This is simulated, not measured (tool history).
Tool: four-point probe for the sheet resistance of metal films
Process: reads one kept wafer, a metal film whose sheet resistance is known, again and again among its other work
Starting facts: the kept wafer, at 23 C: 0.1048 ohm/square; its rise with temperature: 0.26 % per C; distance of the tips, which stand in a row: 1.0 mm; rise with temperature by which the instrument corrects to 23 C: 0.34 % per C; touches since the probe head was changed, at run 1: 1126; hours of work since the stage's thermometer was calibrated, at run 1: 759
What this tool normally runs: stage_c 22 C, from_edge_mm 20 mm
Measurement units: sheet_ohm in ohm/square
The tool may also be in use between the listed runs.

run    hour  stage_c  from_edge_mm  touches since the probe head was changed  hours of work since the stage's thermometer was calibrated  sheet_ohm
  1       0       22            20                                      1126                                                         759   0.104778
  2    94.3       22            20                                      5285                                                         833   0.104814
  3   172.6       22            20                                      8733                                                         894   0.104871
  4   231.9       22            20                                     11347                                                         941   0.104865
  5   329.5       22            20                                     15652                                                        1017   0.104883
  6   431.1       22            20                                     20132                                                        1097   0.104925
  7   508.4       22            20                                     23539                                                        1157   0.104934
  8   563.9       22            20                                     25984                                                        1201   0.104947
  9   635.3       22            20                                     29133                                                        1257   0.104967
 10   700.3       22            20                                     31996                                                        1307   0.104977
 11   761.3       22            20                                     34684                                                        1355   0.105027
 12   830.1       22            20                                     37719                                                        1409   0.105049
      889.7  -- stage's thermometer calibrated
 13   936.7       22            20                                     42394                                                          37   0.105056
 14  1014.8       22            20                                     45839                                                          98   0.105033
 15  1123.4       22            20                                     50625                                                         183   0.105128
 16  1174.5       31            41                                     52880                                                         223   0.104249
 17  1280.8       20             5                                     57566                                                         306   0.107433
 18  1394.4       26            52                                     62571                                                         395   0.104757
 19    1493       26            52                                     66918                                                         473   0.104736
 20  1603.5       24             6                                     71789                                                         559   0.106503
 21  1715.9       24             6                                     76744                                                         647   0.106499
 22  1800.8       23             5                                     80488                                                         714   0.107272
 23    1915       23             9                                     85520                                                         803   0.105806
 24  1970.3       25            43                                     87961                                                         846   0.104979
 25    2025       30            61                                     90372                                                         889    0.10457
 26  2098.1       22            15                                     93592                                                         946   0.105476
 27  2175.2       22            15                                     96990                                                        1007   0.105543
 28    2278       28            18                                    101522                                                        1087   0.104988
 29  2384.7       22             4                                    106226                                                        1171   0.108757

Each row is a separate what-if for the run after 29, all from the same tool condition, not one after another. Results?
  A  2445.7       19            38                                    108916                                                        1219          ?
  B  2445.7       28            20                                    108916                                                        1219          ?
  C  2445.7       21            17                                    108916                                                        1219          ?

run  sheet_ohm
  A   0.105644
  B   0.105038
  C   0.105621
The same runs, with their run-to-run variation unchanged, on a tool lacking any hidden condition would have given:
run  sheet_ohm
  A   0.105182
  B   0.104577
  C   0.105159

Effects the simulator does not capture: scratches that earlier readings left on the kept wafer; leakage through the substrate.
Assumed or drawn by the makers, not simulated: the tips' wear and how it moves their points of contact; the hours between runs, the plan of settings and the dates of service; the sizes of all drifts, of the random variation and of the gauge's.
